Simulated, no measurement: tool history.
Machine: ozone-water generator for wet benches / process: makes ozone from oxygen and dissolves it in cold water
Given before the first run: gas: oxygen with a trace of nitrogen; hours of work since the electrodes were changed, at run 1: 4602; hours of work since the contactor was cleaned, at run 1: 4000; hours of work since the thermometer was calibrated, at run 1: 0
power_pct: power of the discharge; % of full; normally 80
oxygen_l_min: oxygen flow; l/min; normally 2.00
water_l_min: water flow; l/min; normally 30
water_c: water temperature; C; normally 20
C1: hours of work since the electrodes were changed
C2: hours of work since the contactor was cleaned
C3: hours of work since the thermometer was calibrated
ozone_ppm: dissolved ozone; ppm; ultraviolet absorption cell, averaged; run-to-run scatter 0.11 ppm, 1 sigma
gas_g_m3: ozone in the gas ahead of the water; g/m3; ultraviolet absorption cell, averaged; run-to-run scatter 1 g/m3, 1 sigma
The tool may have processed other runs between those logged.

{"run": 1, "hour": 0.0, "power_pct": 80, "oxygen_l_min": 2.0, "water_l_min": 30, "water_c": 20, "C1": 4602, "C2": 4000, "C3": 0, "ozone_ppm": 6.1, "gas_g_m3": 145.8}
{"run": 2, "hour": 160.5, "power_pct": 80, "oxygen_l_min": 2.0, "water_l_min": 30, "water_c": 20, "C1": 4744, "C2": 4142, "C3": 142, "ozone_ppm": 6.1, "gas_g_m3": 146.0}
{"run": 3, "hour": 302.4, "power_pct": 80, "oxygen_l_min": 2.0, "water_l_min": 30, "water_c": 20, "C1": 4869, "C2": 4268, "C3": 268, "ozone_ppm": 5.8, "gas_g_m3": 145.3}
{"hour": 367.4, "done": "contactor cleaned"}
{"run": 4, "hour": 455.9, "power_pct": 80, "oxygen_l_min": 2.0, "water_l_min": 30, "water_c": 20, "C1": 5001, "C2": 78, "C3": 400, "ozone_ppm": 6.0, "gas_g_m3": 144.6}
{"run": 5, "hour": 651.7, "power_pct": 80, "oxygen_l_min": 2.0, "water_l_min": 30, "water_c": 20, "C1": 5175, "C2": 252, "C3": 573, "ozone_ppm": 6.0, "gas_g_m3": 141.9}
{"run": 6, "hour": 772.7, "power_pct": 80, "oxygen_l_min": 2.0, "water_l_min": 30, "water_c": 20, "C1": 5282, "C2": 359, "C3": 680, "ozone_ppm": 6.1, "gas_g_m3": 142.6}
{"hour": 791.5, "done": "water thermometer calibrated"}
{"run": 7, "hour": 956.3, "power_pct": 80, "oxygen_l_min": 2.0, "water_l_min": 30, "water_c": 20, "C1": 5444, "C2": 521, "C3": 146, "ozone_ppm": 6.1, "gas_g_m3": 140.0}
{"run": 8, "hour": 1158.0, "power_pct": 74, "oxygen_l_min": 1.96, "water_l_min": 46, "water_c": 16, "C1": 5622, "C2": 699, "C3": 324, "ozone_ppm": 3.8, "gas_g_m3": 136.0}
{"run": 9, "hour": 1323.7, "power_pct": 74, "oxygen_l_min": 1.96, "water_l_min": 31, "water_c": 16, "C1": 5769, "C2": 846, "C3": 471, "ozone_ppm": 5.5, "gas_g_m3": 134.6}
{"run": 10, "hour": 1429.9, "power_pct": 43, "oxygen_l_min": 2.23, "water_l_min": 23, "water_c": 14, "C1": 5863, "C2": 940, "C3": 565, "ozone_ppm": 6.2, "gas_g_m3": 101.5}
{"run": 11, "hour": 1647.8, "power_pct": 45, "oxygen_l_min": 2.0, "water_l_min": 46, "water_c": 20, "C1": 6056, "C2": 1133, "C3": 758, "ozone_ppm": 2.8, "gas_g_m3": 108.1}
{"hour": 1784.0, "done": "water thermometer calibrated, once more"}
{"run": 12, "hour": 1847.1, "power_pct": 83, "oxygen_l_min": 2.0, "water_l_min": 42, "water_c": 20, "C1": 6232, "C2": 1309, "C3": 56, "ozone_ppm": 4.0, "gas_g_m3": 138.0}
{"run": 13, "hour": 1970.0, "power_pct": 47, "oxygen_l_min": 2.0, "water_l_min": 30, "water_c": 20, "C1": 6340, "C2": 1417, "C3": 165, "ozone_ppm": 4.6, "gas_g_m3": 108.2}
{"run": 14, "hour": 2193.2, "power_pct": 52, "oxygen_l_min": 2.0, "water_l_min": 30, "water_c": 23, "C1": 6538, "C2": 1615, "C3": 362, "ozone_ppm": 4.7, "gas_g_m3": 110.6}

3 options for the next run, each taken on its own from the tool as it stands now. Forecast them:
{"run": "A", "hour": 2300.5, "power_pct": 52, "oxygen_l_min": 2.57, "water_l_min": 30, "water_c": 23, "C1": 6633, "C2": 1710, "C3": 457, "ozone_ppm": "?", "gas_g_m3": "?"}
{"run": "B", "hour": 2300.5, "power_pct": 46, "oxygen_l_min": 1.36, "water_l_min": 30, "water_c": 24, "C1": 6633, "C2": 1710, "C3": 457, "ozone_ppm": "?", "gas_g_m3": "?"}
{"run": "C", "hour": 2300.5, "power_pct": 43, "oxygen_l_min": 2.0, "water_l_min": 30, "water_c": 14, "C1": 6633, "C2": 1710, "C3": 457, "ozone_ppm": "?", "gas_g_m3": "?"}

run=A ozone_ppm=4.8 gas_g_m3=99.8
run=B ozone_ppm=3.9 gas_g_m3=126.5
run=C ozone_ppm=4.4 gas_g_m3=102.7
Without the tool's unlogged condition, the same runs would have read:
run=A ozone_ppm=6.4 gas_g_m3=130.4
run=B ozone_ppm=5.0 gas_g_m3=162.8
run=C ozone_ppm=5.7 gas_g_m3=130.9

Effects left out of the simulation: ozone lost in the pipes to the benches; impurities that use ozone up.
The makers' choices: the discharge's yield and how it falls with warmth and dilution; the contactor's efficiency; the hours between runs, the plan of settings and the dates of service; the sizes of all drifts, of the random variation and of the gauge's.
